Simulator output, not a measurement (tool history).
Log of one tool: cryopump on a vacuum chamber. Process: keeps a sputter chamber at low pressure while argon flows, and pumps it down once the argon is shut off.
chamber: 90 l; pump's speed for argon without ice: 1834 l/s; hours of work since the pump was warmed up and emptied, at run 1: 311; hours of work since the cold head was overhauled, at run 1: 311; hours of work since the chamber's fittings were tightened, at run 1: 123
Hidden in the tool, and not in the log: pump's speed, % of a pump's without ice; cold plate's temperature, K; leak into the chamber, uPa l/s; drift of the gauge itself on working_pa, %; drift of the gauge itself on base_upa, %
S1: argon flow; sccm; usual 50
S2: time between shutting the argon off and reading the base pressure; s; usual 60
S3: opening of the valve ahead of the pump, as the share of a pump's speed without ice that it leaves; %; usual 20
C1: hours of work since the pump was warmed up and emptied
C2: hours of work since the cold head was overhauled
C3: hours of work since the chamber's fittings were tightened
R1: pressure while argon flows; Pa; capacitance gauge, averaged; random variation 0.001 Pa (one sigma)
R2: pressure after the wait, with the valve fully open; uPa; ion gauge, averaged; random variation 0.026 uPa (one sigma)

| run | day | S1 | S2 | S3 | C1 | C2 | C3 | R1 | R2 |
|---|---|---|---|---|---|---|---|---|---|
| 1 | 0.000 | 50 | 60 | 20 | 311 | 311 | 123 | 0.2349 | 1.15 |
| 2 | 1.158 | 50 | 92 | 20 | 325 | 325 | 137 | 0.2339 | 0.84 |
| 3 | 2.629 | 37 | 60 | 20 | 343 | 343 | 155 | 0.1739 | 1.21 |
| 4 | 3.375 | 37 | 60 | 20 | 353 | 353 | 165 | 0.1747 | 1.22 |
| 5 | 4.288 | 37 | 60 | 20 | 364 | 364 | 176 | 0.1741 | 1.21 |
| 6 | 5.617 | 37 | 60 | 20 | 380 | 380 | 192 | 0.1722 | 1.16 |
| 7 | 6.292 | 28 | 60 | 20 | 388 | 388 | 200 | 0.1310 | 1.24 |
| 8 | 7.412 | 87 | 71 | 58 | 402 | 402 | 214 | 0.1478 | 1.03 |
| 9 | 8.404 | 80 | 36 | 20 | 414 | 414 | 226 | 0.3752 | 1.86 |
| 10 | 9.142 | 50 | 77 | 20 | 423 | 423 | 236 | 0.2351 | 0.99 |
| 11 | 10.075 | 50 | 60 | 33 | 435 | 435 | 247 | 0.1457 | 1.19 |
| 12 | 11.254 | 50 | 60 | 33 | 449 | 449 | 261 | 0.1447 | 1.17 |
| 13 | 12.092 | 50 | 23 | 20 | 460 | 460 | 272 | 0.2361 | 2.76 |

Forecast each of these 4 alternatives for the next run:
| A | 13.458 | 51 | 23 | 43 | 477 | 477 | 289 | ? | ? |
| B | 13.458 | 39 | 26 | 17 | 477 | 477 | 289 | ? | ? |
| C | 13.458 | 27 | 299 | 27 | 477 | 477 | 289 | ? | ? |
| D | 13.458 | 78 | 73 | 58 | 477 | 477 | 289 | ? | ? |

| run | R1 | R2 |
|---|---|---|
| A | 0.1153 | 2.78 |
| B | 0.2169 | 2.41 |
| C | 0.0960 | 0.47 |
| D | 0.1336 | 1.04 |
Without the tool's hidden state the same runs would have given:
| run | R1 | R2 |
|---|---|---|
| A | 0.1092 | 2.67 |
| B | 0.2121 | 2.30 |
| C | 0.0928 | 0.36 |
| D | 0.1241 | 0.93 |

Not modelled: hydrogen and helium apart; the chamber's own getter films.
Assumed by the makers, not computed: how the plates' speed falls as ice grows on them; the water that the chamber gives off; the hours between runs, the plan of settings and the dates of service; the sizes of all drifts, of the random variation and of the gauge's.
